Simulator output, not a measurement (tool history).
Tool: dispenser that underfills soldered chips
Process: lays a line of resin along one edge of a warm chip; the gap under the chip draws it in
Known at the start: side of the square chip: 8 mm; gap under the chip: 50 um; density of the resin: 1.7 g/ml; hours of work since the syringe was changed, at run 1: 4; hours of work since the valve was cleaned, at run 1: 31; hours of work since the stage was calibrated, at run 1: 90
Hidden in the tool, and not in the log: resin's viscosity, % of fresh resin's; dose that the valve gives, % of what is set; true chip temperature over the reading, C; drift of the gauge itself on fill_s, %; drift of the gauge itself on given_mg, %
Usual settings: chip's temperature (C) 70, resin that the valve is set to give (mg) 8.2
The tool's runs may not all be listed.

run   hour  chip's temperature (C)  resin that the valve is set to give (mg)  hours of work since the syringe was changed  hours of work since the valve was cleaned  hours of work since the stage was calibrated  time until the resin shows at the far edge (s)  resin that the valve gave (mg)
  1      0                      70                                       8.2                                            4                                         31                                            90                                            83.4                             8.2
       6.5  -- new syringe of resin
  2    6.5                      70                                       8.2                                            0                                         34                                            94                                            64.2                            8.02
  3   10.8                      80                                       8.2                                            3                                         37                                            96                                              51                            7.99
  4   17.8                      80                                       8.2                                            7                                         41                                           100                                            68.4                            8.08
        20  -- new syringe of resin
  5   25.4                      80                                       8.2                                            3                                         46                                           105                                            52.6                            8.01
  6   29.4                      80                                       8.2                                            6                                         48                                           107                                              63                            8.04
      33.3  -- new syringe of resin
  7   33.3                      80                                       8.2                                            0                                         50                                           109                                            43.2                               8
  8   39.7                      80                                       8.2                                            4                                         54                                           113                                            55.9                            8.03
  9   45.4                      70                                       8.2                                            7                                         58                                           117                                           112.7                            7.99
      46.3  -- new syringe of resin
 10   50.1                      70                                       8.2                                            2                                         60                                           119                                            73.9                            8.03
 11     57                      70                                       8.2                                            6                                         64                                           124                                            99.3                            7.98
      59.5  -- new syringe of resin
 12   62.7                      70                                       8.2                                            2                                         68                                           127                                            74.4                            7.99
 13   66.9                      70                                       8.2                                            4                                         70                                           129                                            87.2                            7.91
      72.7  -- new syringe of resin
 14     73                      70                                      8.79                                            0                                         74                                           133                                            67.5                            8.52
 15   76.4                      70                                       8.2                                            2                                         76                                           135                                            76.9                            7.93
 16   82.3                      70                                       8.2                                            6                                         79                                           138                                           100.9                            7.94
      86.2  -- new syringe of resin
 17   86.4                      70                                       8.2                                            0                                         82                                           141                                            67.5                            7.91
 18   90.2                      70                                       8.2                                            2                                         84                                           143                                            78.1                            7.98
 19   97.5                      70                                       8.5                                            7                                         88                                           147                                           107.2                             8.2
      99.3  -- new syringe of resin
 20  103.9                      75                                      7.44                                            3                                         92                                           151                                            65.8                            7.06
 21  109.2                      83                                      9.46                                            6                                         95                                           154                                            56.8                            9.07
     112.3  -- new syringe of resin
 22    117                      69                                      7.78                                            3                                        100                                           159                                            86.8                             7.4
 23  123.8                      71                                      7.03                                            7                                        104                                           163                                             110                            6.65
     125.3  -- new syringe of resin
 24  130.5                      71                                      7.03                                            3                                        108                                           167                                            83.8                            6.69
     131.9  -- dispensing valve cleaned and set on the balance
 25    136                      73                                      7.02                                            6                                          2                                           170                                            91.4                            6.99
     139.6  -- new syringe of resin
 26  141.6                      72                                      7.02                                            1                                          6                                           173                                            68.5                            6.99
 27  146.2                      82                                      7.83                                            4                                          8                                           175                                            52.4                            7.71
 28  151.9                      82                                      7.83                                            7                                         12                                           179                                            67.4                            7.75
     152.9  -- new syringe of resin
 29  156.4                      63                                      9.31                                            2                                         14                                           181                                           105.4                            9.27
 30  163.5                      63                                      9.31                                            6                                         19                                           186                                           143.5                            9.28
       166  -- new syringe of resin
 31  169.6                      74                                      8.24                                            2                                         22                                           189                                            64.1                            8.15
 32  175.9                      84                                     10.42                                            6                                         26                                           193                                            53.5                           10.27
     179.3  -- new syringe of resin
 33  183.7                      62                                      8.78                                            3                                         30                                           198                                           114.7                            8.74
 34  189.7                      63                                       7.3                                            6                                         34                                           201                                           144.8                            7.21
     192.6  -- new syringe of resin
 35  196.3                      63                                       7.3                                            2                                         38                                           205                                           111.4                            7.18

5 ways to go on from here, each from the tool as it stands after run 35. What would each give?
  A  199.6                      70                                      8.26                                            4                                         40                                           207                                               ?                               ?
  B  199.6                      82                                      7.55                                            4                                         40                                           207                                               ?                               ?
  C  199.6                      59                                      8.22                                            4                                         40                                           207                                               ?                               ?
  D  199.6                      66                                      9.68                                            4                                         40                                           207                                               ?                               ?
  E  199.6                      74                                      8.33                                            4                                         40                                           207                                               ?                               ?

run  time until the resin shows at the far edge (s)  resin that the valve gave (mg)
  A                                            90.6                             8.1
  B                                            54.1                            7.35
  C                                           151.9                            8.09
  D                                           106.7                            9.47
  E                                            75.2                            8.12
Without the tool's hidden state the same runs would have given:
run  time until the resin shows at the far edge (s)  resin that the valve gave (mg)
  A                                            62.8                            8.25
  B                                            37.7                            7.49
  C                                           104.9                            8.24
  D                                            74.1                            9.65
  E                                            52.1                            8.27
